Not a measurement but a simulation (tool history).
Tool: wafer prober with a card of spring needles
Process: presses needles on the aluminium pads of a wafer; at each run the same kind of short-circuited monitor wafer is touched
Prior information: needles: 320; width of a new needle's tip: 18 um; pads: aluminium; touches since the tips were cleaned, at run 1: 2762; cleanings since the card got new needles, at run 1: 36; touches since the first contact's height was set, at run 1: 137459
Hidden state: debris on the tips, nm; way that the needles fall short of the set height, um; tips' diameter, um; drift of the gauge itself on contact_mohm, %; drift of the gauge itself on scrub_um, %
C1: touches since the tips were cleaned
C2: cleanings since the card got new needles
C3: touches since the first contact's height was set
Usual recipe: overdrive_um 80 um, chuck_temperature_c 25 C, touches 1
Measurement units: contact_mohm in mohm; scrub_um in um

run 1 hour=0.0 | overdrive_um=80 chuck_temperature_c=25 touches=1 | C1=2762 C2=36 C3=137459 | contact_mohm=248 scrub_um=21.14
-- hour=2.2 tips cleaned on abrasive film
run 2 hour=10.0 | overdrive_um=61 chuck_temperature_c=25 touches=1 | C1=2408 C2=37 C3=140535 | contact_mohm=250 scrub_um=16.02
-- hour=13.7 tips cleaned on abrasive film
run 3 hour=18.9 | overdrive_um=80 chuck_temperature_c=25 touches=1 | C1=1617 C2=38 C3=143294 | contact_mohm=249 scrub_um=21.09
-- hour=25.4 tips cleaned on abrasive film
run 4 hour=29.6 | overdrive_um=70 chuck_temperature_c=25 touches=1 | C1=1313 C2=39 C3=146597 | contact_mohm=245 scrub_um=18.46
-- hour=36.7 tips cleaned on abrasive film
run 5 hour=41.3 | overdrive_um=80 chuck_temperature_c=25 touches=1 | C1=1430 C2=40 C3=150204 | contact_mohm=246 scrub_um=21.07
-- hour=47.8 tips cleaned on abrasive film
run 6 hour=51.4 | overdrive_um=80 chuck_temperature_c=25 touches=1 | C1=1115 C2=41 C3=153338 | contact_mohm=245 scrub_um=21.05
-- hour=58.7 tips cleaned on abrasive film
run 7 hour=62.8 | overdrive_um=80 chuck_temperature_c=25 touches=1 | C1=1284 C2=42 C3=156865 | contact_mohm=245 scrub_um=21.01
run 8 hour=69.4 | overdrive_um=80 chuck_temperature_c=25 touches=1 | C1=3329 C2=42 C3=158910 | contact_mohm=242 scrub_um=21.01
-- hour=70.5 tips cleaned on abrasive film
run 9 hour=75.1 | overdrive_um=80 chuck_temperature_c=25 touches=1 | C1=1420 C2=43 C3=160655 | contact_mohm=246 scrub_um=20.95
-- hour=81.6 tips cleaned on abrasive film
run 10 hour=83.0 | overdrive_um=80 chuck_temperature_c=25 touches=2 | C1=446 C2=44 C3=163107 | contact_mohm=246 scrub_um=21.12
run 11 hour=90.7 | overdrive_um=80 chuck_temperature_c=25 touches=2 | C1=2848 C2=44 C3=165509 | contact_mohm=239 scrub_um=20.99
-- hour=92.6 tips cleaned on abrasive film
run 12 hour=102.7 | overdrive_um=80 chuck_temperature_c=25 touches=2 | C1=3158 C2=45 C3=169226 | contact_mohm=242 scrub_um=21.08
-- hour=104.3 tips cleaned on abrasive film
run 13 hour=108.5 | overdrive_um=80 chuck_temperature_c=25 touches=2 | C1=1321 C2=46 C3=171001 | contact_mohm=247 scrub_um=21.19
-- hour=115.5 tips cleaned on abrasive film
run 14 hour=120.2 | overdrive_um=80 chuck_temperature_c=25 touches=1 | C1=1472 C2=47 C3=174603 | contact_mohm=245 scrub_um=21.02
-- hour=127.0 tips cleaned on abrasive film
run 15 hour=127.0 | overdrive_um=80 chuck_temperature_c=25 touches=1 | C1=0 C2=48 C3=176707 | contact_mohm=245 scrub_um=20.89
-- hour=138.3 tips cleaned on abrasive film
run 16 hour=138.3 | overdrive_um=80 chuck_temperature_c=25 touches=1 | C1=0 C2=49 C3=180197 | contact_mohm=246 scrub_um=21.03
run 17 hour=147.9 | overdrive_um=88 chuck_temperature_c=25 touches=1 | C1=2985 C2=49 C3=183182 | contact_mohm=244 scrub_um=23.19
-- hour=149.7 tips cleaned on abrasive film
-- hour=150.0 height of the first contact set anew
run 18 hour=153.7 | overdrive_um=88 chuck_temperature_c=115 touches=3 | C1=1145 C2=50 C3=1145 | contact_mohm=270 scrub_um=23.06
-- hour=161.6 tips cleaned on abrasive film
run 19 hour=164.4 | overdrive_um=98 chuck_temperature_c=115 touches=1 | C1=895 C2=51 C3=4467 | contact_mohm=265 scrub_um=25.82
-- hour=172.4 tips cleaned on abrasive film
run 20 hour=172.8 | overdrive_um=98 chuck_temperature_c=115 touches=2 | C1=133 C2=52 C3=7054 | contact_mohm=261 scrub_um=25.93
run 21 hour=179.8 | overdrive_um=98 chuck_temperature_c=118 touches=2 | C1=2311 C2=52 C3=9232 | contact_mohm=271 scrub_um=25.80
-- hour=183.6 tips cleaned on abrasive film
run 22 hour=191.8 | overdrive_um=98 chuck_temperature_c=118 touches=2 | C1=2551 C2=53 C3=12944 | contact_mohm=268 scrub_um=26.00
-- hour=195.3 tips cleaned on abrasive film
run 23 hour=203.9 | overdrive_um=98 chuck_temperature_c=118 touches=2 | C1=2689 C2=54 C3=16675 | contact_mohm=265 scrub_um=25.93
-- hour=206.6 tips cleaned on abrasive film
run 24 hour=209.1 | overdrive_um=98 chuck_temperature_c=118 touches=2 | C1=783 C2=55 C3=18266 | contact_mohm=266 scrub_um=25.86
-- hour=217.7 tips cleaned on abrasive film
run 25 hour=219.3 | overdrive_um=80 chuck_temperature_c=25 touches=2 | C1=481 C2=56 C3=21411 | contact_mohm=243 scrub_um=21.09
run 26 hour=228.4 | overdrive_um=80 chuck_temperature_c=25 touches=2 | C1=3327 C2=56 C3=24257 | contact_mohm=245 scrub_um=21.07
-- hour=229.1 tips cleaned on abrasive film
-- hour=240.6 tips cleaned on abrasive film
run 27 hour=240.6 | overdrive_um=80 chuck_temperature_c=25 touches=2 | C1=0 C2=58 C3=27995 | contact_mohm=246 scrub_um=21.23
run 28 hour=249.0 | overdrive_um=80 chuck_temperature_c=25 touches=2 | C1=2627 C2=58 C3=30622 | contact_mohm=245 scrub_um=21.08
-- hour=252.2 tips cleaned on abrasive film
run 29 hour=256.0 | overdrive_um=97 chuck_temperature_c=44 touches=1 | C1=1177 C2=59 C3=32769 | contact_mohm=248 scrub_um=25.44
-- hour=263.0 tips cleaned on abrasive film
run 30 hour=267.2 | overdrive_um=76 chuck_temperature_c=111 touches=2 | C1=1294 C2=60 C3=36238 | contact_mohm=269 scrub_um=20.09
-- hour=274.3 tips cleaned on abrasive film
run 31 hour=277.3 | overdrive_um=83 chuck_temperature_c=25 touches=3 | C1=948 C2=61 C3=39373 | contact_mohm=244 scrub_um=21.87
-- hour=285.9 tips cleaned on abrasive film
run 32 hour=289.2 | overdrive_um=84 chuck_temperature_c=28 touches=3 | C1=1036 C2=62 C3=43039 | contact_mohm=247 scrub_um=22.24

3 options for the next run, each taken on its own from the tool as it stands now. Forecast them:
-- hour=297.4 tips cleaned on abrasive film
run A hour=300.0 | overdrive_um=84 chuck_temperature_c=110 touches=3 | C1=805 C2=63 C3=46381 | contact_mohm=? scrub_um=?
-- hour=297.4 tips cleaned on abrasive film
run B hour=300.0 | overdrive_um=84 chuck_temperature_c=28 touches=1 | C1=805 C2=63 C3=46381 | contact_mohm=? scrub_um=?
-- hour=297.4 tips cleaned on abrasive film
run C hour=300.0 | overdrive_um=61 chuck_temperature_c=42 touches=1 | C1=805 C2=63 C3=46381 | contact_mohm=? scrub_um=?

run=A contact_mohm=266 scrub_um=22.20
run=B contact_mohm=246 scrub_um=22.23
run=C contact_mohm=253 scrub_um=16.06
With no hidden state in the tool, these same runs would have given:
run=A contact_mohm=265 scrub_um=22.21
run=B contact_mohm=245 scrub_um=22.24
run=C contact_mohm=252 scrub_um=16.07
